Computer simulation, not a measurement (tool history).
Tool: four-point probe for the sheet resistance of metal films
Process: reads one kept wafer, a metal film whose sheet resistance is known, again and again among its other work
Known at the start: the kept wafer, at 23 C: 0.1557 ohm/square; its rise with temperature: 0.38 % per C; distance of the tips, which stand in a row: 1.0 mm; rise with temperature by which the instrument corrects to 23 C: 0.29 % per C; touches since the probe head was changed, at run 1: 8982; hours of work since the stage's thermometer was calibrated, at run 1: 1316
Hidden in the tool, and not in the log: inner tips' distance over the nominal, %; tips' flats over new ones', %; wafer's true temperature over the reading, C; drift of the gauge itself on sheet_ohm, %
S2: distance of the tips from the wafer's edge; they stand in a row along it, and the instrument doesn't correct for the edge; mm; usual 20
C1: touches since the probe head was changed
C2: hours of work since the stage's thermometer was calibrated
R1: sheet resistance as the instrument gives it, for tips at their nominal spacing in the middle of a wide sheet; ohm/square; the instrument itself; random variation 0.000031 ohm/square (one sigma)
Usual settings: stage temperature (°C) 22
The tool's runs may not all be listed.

run 1 hour=0.0 | stage_temperature_(°C)=22 S2=20 | C1=8982 C2=1316 | R1=0.156442
run 2 hour=30.7 | stage_temperature_(°C)=22 S2=20 | C1=10150 C2=1336 | R1=0.156458
run 3 hour=64.5 | stage_temperature_(°C)=19 S2=20 | C1=11432 C2=1358 | R1=0.156068
run 4 hour=90.4 | stage_temperature_(°C)=22 S2=20 | C1=12420 C2=1375 | R1=0.156535
run 5 hour=109.9 | stage_temperature_(°C)=22 S2=50 | C1=13161 C2=1388 | R1=0.156277
run 6 hour=135.0 | stage_temperature_(°C)=22 S2=50 | C1=14116 C2=1404 | R1=0.156362
run 7 hour=155.8 | stage_temperature_(°C)=22 S2=20 | C1=14904 C2=1418 | R1=0.156509
run 8 hour=173.1 | stage_temperature_(°C)=22 S2=20 | C1=15562 C2=1429 | R1=0.156560
run 9 hour=197.8 | stage_temperature_(°C)=31 S2=20 | C1=16501 C2=1446 | R1=0.157713
run 10 hour=224.6 | stage_temperature_(°C)=28 S2=20 | C1=17518 C2=1463 | R1=0.157387
run 11 hour=247.5 | stage_temperature_(°C)=28 S2=20 | C1=18391 C2=1478 | R1=0.157365
run 12 hour=271.9 | stage_temperature_(°C)=28 S2=20 | C1=19318 C2=1494 | R1=0.157427
run 13 hour=296.1 | stage_temperature_(°C)=28 S2=20 | C1=20237 C2=1510 | R1=0.157421
run 14 hour=322.2 | stage_temperature_(°C)=20 S2=20 | C1=21231 C2=1527 | R1=0.156352
run 15 hour=338.1 | stage_temperature_(°C)=22 S2=20 | C1=21834 C2=1538 | R1=0.156596
run 16 hour=361.0 | stage_temperature_(°C)=22 S2=34 | C1=22705 C2=1553 | R1=0.156517
run 17 hour=384.2 | stage_temperature_(°C)=22 S2=20 | C1=23588 C2=1568 | R1=0.156654
-- hour=386.3 stage's thermometer calibrated
run 18 hour=415.5 | stage_temperature_(°C)=22 S2=20 | C1=24759 C2=19 | R1=0.156753
run 19 hour=450.6 | stage_temperature_(°C)=22 S2=20 | C1=26093 C2=42 | R1=0.156766
run 20 hour=481.5 | stage_temperature_(°C)=22 S2=4 | C1=27265 C2=63 | R1=0.161748
run 21 hour=498.7 | stage_temperature_(°C)=22 S2=4 | C1=27921 C2=74 | R1=0.161638
run 22 hour=528.5 | stage_temperature_(°C)=22 S2=24 | C1=29055 C2=93 | R1=0.156681
run 23 hour=556.8 | stage_temperature_(°C)=18 S2=20 | C1=30128 C2=112 | R1=0.156314
run 24 hour=585.6 | stage_temperature_(°C)=22 S2=4 | C1=31223 C2=131 | R1=0.161738
-- hour=609.0 stage's thermometer calibrated, once more
run 25 hour=621.5 | stage_temperature_(°C)=22 S2=8 | C1=32571 C2=8 | R1=0.157585
run 26 hour=658.3 | stage_temperature_(°C)=22 S2=5 | C1=33967 C2=32 | R1=0.159584
run 27 hour=680.5 | stage_temperature_(°C)=25 S2=69 | C1=34813 C2=47 | R1=0.156709
run 28 hour=716.8 | stage_temperature_(°C)=25 S2=8 | C1=36191 C2=71 | R1=0.158052
run 29 hour=737.2 | stage_temperature_(°C)=25 S2=8 | C1=36966 C2=84 | R1=0.158016
run 30 hour=772.9 | stage_temperature_(°C)=26 S2=44 | C1=38326 C2=108 | R1=0.156973
run 31 hour=804.0 | stage_temperature_(°C)=22 S2=64 | C1=39508 C2=128 | R1=0.156400
run 32 hour=828.2 | stage_temperature_(°C)=26 S2=5 | C1=40428 C2=144 | R1=0.160237
run 33 hour=844.2 | stage_temperature_(°C)=21 S2=14 | C1=41034 C2=155 | R1=0.156645
run 34 hour=874.5 | stage_temperature_(°C)=22 S2=54 | C1=42188 C2=175 | R1=0.156466
run 35 hour=893.0 | stage_temperature_(°C)=35 S2=60 | C1=42891 C2=187 | R1=0.158155
run 36 hour=924.4 | stage_temperature_(°C)=22 S2=50 | C1=44082 C2=207 | R1=0.156480
run 37 hour=946.5 | stage_temperature_(°C)=18 S2=30 | C1=44925 C2=222 | R1=0.156009
run 38 hour=970.1 | stage_temperature_(°C)=31 S2=3 | C1=45821 C2=237 | R1=0.166546
run 39 hour=996.5 | stage_temperature_(°C)=31 S2=3 | C1=46825 C2=255 | R1=0.166525
run 40 hour=1017.8 | stage_temperature_(°C)=29 S2=35 | C1=47633 C2=269 | R1=0.157470
run 41 hour=1039.2 | stage_temperature_(°C)=22 S2=35 | C1=48448 C2=283 | R1=0.156567
run 42 hour=1072.1 | stage_temperature_(°C)=33 S2=24 | C1=49696 C2=304 | R1=0.158096
run 43 hour=1101.7 | stage_temperature_(°C)=22 S2=8 | C1=50823 C2=324 | R1=0.157830
run 44 hour=1117.5 | stage_temperature_(°C)=22 S2=8 | C1=51425 C2=334 | R1=0.157897

How the hidden state differs across the entries between the runs, from the last listed run before each to the first after it:
Between runs 17 and 18: stage's thermometer calibrated (hour 386.3)
  inner tips' distance over the nominal, %: 0.338 -> 0.347; tips' flats over new ones', %: 15 -> 16; wafer's true temperature over the reading, C: 0.54 -> 0.65
  measured less the result without the state, R1: +0.000888 -> +0.000968 ohm/square
Between runs 24 and 25: stage's thermometer calibrated, once more (hour 609.0)
  inner tips' distance over the nominal, %: 0.391 -> 0.4; tips' flats over new ones', %: 20 -> 21; wafer's true temperature over the reading, C: 0.69 -> 0.05
  measured less the result without the state, R1: +0.001099 -> +0.000710 ohm/square

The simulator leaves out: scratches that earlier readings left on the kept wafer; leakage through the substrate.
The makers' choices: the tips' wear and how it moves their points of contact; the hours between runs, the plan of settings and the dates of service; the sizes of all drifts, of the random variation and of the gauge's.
